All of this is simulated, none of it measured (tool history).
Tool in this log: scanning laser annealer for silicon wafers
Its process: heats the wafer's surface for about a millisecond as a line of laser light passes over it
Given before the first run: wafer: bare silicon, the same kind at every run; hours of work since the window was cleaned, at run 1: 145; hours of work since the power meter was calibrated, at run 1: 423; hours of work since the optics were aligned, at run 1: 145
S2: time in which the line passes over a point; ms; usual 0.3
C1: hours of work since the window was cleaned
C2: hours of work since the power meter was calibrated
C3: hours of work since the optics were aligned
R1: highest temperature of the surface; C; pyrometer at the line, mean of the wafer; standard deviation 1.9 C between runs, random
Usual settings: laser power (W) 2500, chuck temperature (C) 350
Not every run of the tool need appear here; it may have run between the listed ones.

{"run": 1, "hour": 0.0, "laser power (W)": 2500, "S2": 0.3, "chuck temperature (C)": 350, "C1": 145, "C2": 423, "C3": 145, "R1": 1168}
{"run": 2, "hour": 55.3, "laser power (W)": 2500, "S2": 0.3, "chuck temperature (C)": 350, "C1": 184, "C2": 461, "C3": 184, "R1": 1165}
{"run": 3, "hour": 100.0, "laser power (W)": 2500, "S2": 0.3, "chuck temperature (C)": 350, "C1": 215, "C2": 493, "C3": 215, "R1": 1164}
{"run": 4, "hour": 171.6, "laser power (W)": 2500, "S2": 0.3, "chuck temperature (C)": 350, "C1": 265, "C2": 543, "C3": 265, "R1": 1161}
{"run": 5, "hour": 225.8, "laser power (W)": 2500, "S2": 0.3, "chuck temperature (C)": 350, "C1": 303, "C2": 581, "C3": 303, "R1": 1156}
{"run": 6, "hour": 281.3, "laser power (W)": 2500, "S2": 0.307, "chuck temperature (C)": 350, "C1": 342, "C2": 620, "C3": 342, "R1": 1174}
{"run": 7, "hour": 315.2, "laser power (W)": 2500, "S2": 0.307, "chuck temperature (C)": 350, "C1": 366, "C2": 643, "C3": 366, "R1": 1169}
{"run": 8, "hour": 348.2, "laser power (W)": 2500, "S2": 0.307, "chuck temperature (C)": 350, "C1": 389, "C2": 666, "C3": 389, "R1": 1162}
{"run": 9, "hour": 379.4, "laser power (W)": 2193, "S2": 0.3, "chuck temperature (C)": 350, "C1": 411, "C2": 688, "C3": 411, "R1": 1050}
{"run": 10, "hour": 426.4, "laser power (W)": 2193, "S2": 0.3, "chuck temperature (C)": 350, "C1": 444, "C2": 721, "C3": 444, "R1": 1052}
{"run": 11, "hour": 487.5, "laser power (W)": 2193, "S2": 0.3, "chuck temperature (C)": 350, "C1": 486, "C2": 764, "C3": 486, "R1": 1049}
{"run": 12, "hour": 526.5, "laser power (W)": 2500, "S2": 0.259, "chuck temperature (C)": 350, "C1": 514, "C2": 791, "C3": 514, "R1": 1082}
{"run": 13, "hour": 567.8, "laser power (W)": 2251, "S2": 0.3, "chuck temperature (C)": 350, "C1": 543, "C2": 820, "C3": 543, "R1": 1064}
{"hour": 582.1, "done": "window over the wafer cleaned"}
{"run": 14, "hour": 624.4, "laser power (W)": 2251, "S2": 0.3, "chuck temperature (C)": 350, "C1": 30, "C2": 859, "C3": 581, "R1": 1085}
{"run": 15, "hour": 671.2, "laser power (W)": 2702, "S2": 0.3, "chuck temperature (C)": 350, "C1": 62, "C2": 891, "C3": 614, "R1": 1238}
{"run": 16, "hour": 701.3, "laser power (W)": 2702, "S2": 0.3, "chuck temperature (C)": 350, "C1": 83, "C2": 912, "C3": 635, "R1": 1236}
{"run": 17, "hour": 772.5, "laser power (W)": 2500, "S2": 0.237, "chuck temperature (C)": 350, "C1": 133, "C2": 962, "C3": 685, "R1": 1062}
{"run": 18, "hour": 836.3, "laser power (W)": 2500, "S2": 0.237, "chuck temperature (C)": 350, "C1": 178, "C2": 1007, "C3": 729, "R1": 1054}
{"run": 19, "hour": 876.3, "laser power (W)": 2500, "S2": 0.237, "chuck temperature (C)": 350, "C1": 206, "C2": 1035, "C3": 757, "R1": 1052}
{"run": 20, "hour": 920.5, "laser power (W)": 2500, "S2": 0.237, "chuck temperature (C)": 350, "C1": 237, "C2": 1066, "C3": 788, "R1": 1054}
{"run": 21, "hour": 983.4, "laser power (W)": 2500, "S2": 0.237, "chuck temperature (C)": 350, "C1": 281, "C2": 1110, "C3": 832, "R1": 1053}
{"run": 22, "hour": 1017.1, "laser power (W)": 2500, "S2": 0.269, "chuck temperature (C)": 310, "C1": 305, "C2": 1134, "C3": 856, "R1": 1064}
{"run": 23, "hour": 1059.6, "laser power (W)": 2506, "S2": 0.29, "chuck temperature (C)": 332, "C1": 334, "C2": 1163, "C3": 886, "R1": 1123}
{"run": 24, "hour": 1130.3, "laser power (W)": 2506, "S2": 0.29, "chuck temperature (C)": 332, "C1": 384, "C2": 1213, "C3": 935, "R1": 1119}
{"run": 25, "hour": 1183.4, "laser power (W)": 2500, "S2": 0.3, "chuck temperature (C)": 359, "C1": 421, "C2": 1250, "C3": 972, "R1": 1158}
{"run": 26, "hour": 1215.1, "laser power (W)": 2324, "S2": 0.236, "chuck temperature (C)": 312, "C1": 443, "C2": 1272, "C3": 994, "R1": 954}
{"run": 27, "hour": 1283.9, "laser power (W)": 2348, "S2": 0.3, "chuck temperature (C)": 375, "C1": 491, "C2": 1320, "C3": 1043, "R1": 1119}
{"run": 28, "hour": 1321.7, "laser power (W)": 2636, "S2": 0.311, "chuck temperature (C)": 327, "C1": 518, "C2": 1347, "C3": 1069, "R1": 1186}
{"hour": 1370.3, "done": "window over the wafer cleaned"}
{"run": 29, "hour": 1396.6, "laser power (W)": 2636, "S2": 0.311, "chuck temperature (C)": 327, "C1": 18, "C2": 1398, "C3": 1120, "R1": 1209}
{"run": 30, "hour": 1462.1, "laser power (W)": 2288, "S2": 0.262, "chuck temperature (C)": 367, "C1": 64, "C2": 1444, "C3": 1166, "R1": 1054}
{"run": 31, "hour": 1514.3, "laser power (W)": 2260, "S2": 0.354, "chuck temperature (C)": 378, "C1": 101, "C2": 1480, "C3": 1203, "R1": 1189}
{"hour": 1581.0, "done": "optics aligned, line set to its width"}
{"run": 32, "hour": 1586.8, "laser power (W)": 2260, "S2": 0.354, "chuck temperature (C)": 378, "C1": 148, "C2": 1528, "C3": 4, "R1": 1193}
{"run": 33, "hour": 1622.3, "laser power (W)": 2368, "S2": 0.311, "chuck temperature (C)": 366, "C1": 173, "C2": 1552, "C3": 29, "R1": 1158}
{"run": 34, "hour": 1672.6, "laser power (W)": 2368, "S2": 0.324, "chuck temperature (C)": 366, "C1": 208, "C2": 1588, "C3": 64, "R1": 1179}
{"run": 35, "hour": 1736.9, "laser power (W)": 2483, "S2": 0.361, "chuck temperature (C)": 358, "C1": 253, "C2": 1633, "C3": 109, "R1": 1268}
{"run": 36, "hour": 1781.7, "laser power (W)": 2298, "S2": 0.255, "chuck temperature (C)": 350, "C1": 285, "C2": 1664, "C3": 141, "R1": 1027}
{"run": 37, "hour": 1845.8, "laser power (W)": 2298, "S2": 0.255, "chuck temperature (C)": 350, "C1": 329, "C2": 1709, "C3": 185, "R1": 1027}
{"run": 38, "hour": 1889.7, "laser power (W)": 2298, "S2": 0.255, "chuck temperature (C)": 350, "C1": 360, "C2": 1740, "C3": 216, "R1": 1025}
{"run": 39, "hour": 1957.3, "laser power (W)": 2710, "S2": 0.255, "chuck temperature (C)": 350, "C1": 408, "C2": 1787, "C3": 263, "R1": 1150}
{"run": 40, "hour": 2027.7, "laser power (W)": 2420, "S2": 0.295, "chuck temperature (C)": 350, "C1": 457, "C2": 1836, "C3": 313, "R1": 1124}

Predict each of these 4 candidate next runs independently; none follows another, all start after run 40:
{"run": "A", "hour": 2087.3, "laser power (W)": 2507, "S2": 0.241, "chuck temperature (C)": 328, "C1": 499, "C2": 1878, "C3": 355, "R1": "?"}
{"run": "B", "hour": 2087.3, "laser power (W)": 2691, "S2": 0.218, "chuck temperature (C)": 350, "C1": 499, "C2": 1878, "C3": 355, "R1": "?"}
{"run": "C", "hour": 2087.3, "laser power (W)": 2500, "S2": 0.3, "chuck temperature (C)": 372, "C1": 499, "C2": 1878, "C3": 355, "R1": "?"}
{"run": "D", "hour": 2087.3, "laser power (W)": 2709, "S2": 0.3, "chuck temperature (C)": 358, "C1": 499, "C2": 1878, "C3": 355, "R1": "?"}

run=A R1=1038
run=B R1=1067
run=C R1=1176
run=D R1=1232
Take away the tool's hidden state, keep each run's random variation, and the runs would have read:
run=A R1=1056
run=B R1=1085
run=C R1=1196
run=D R1=1254
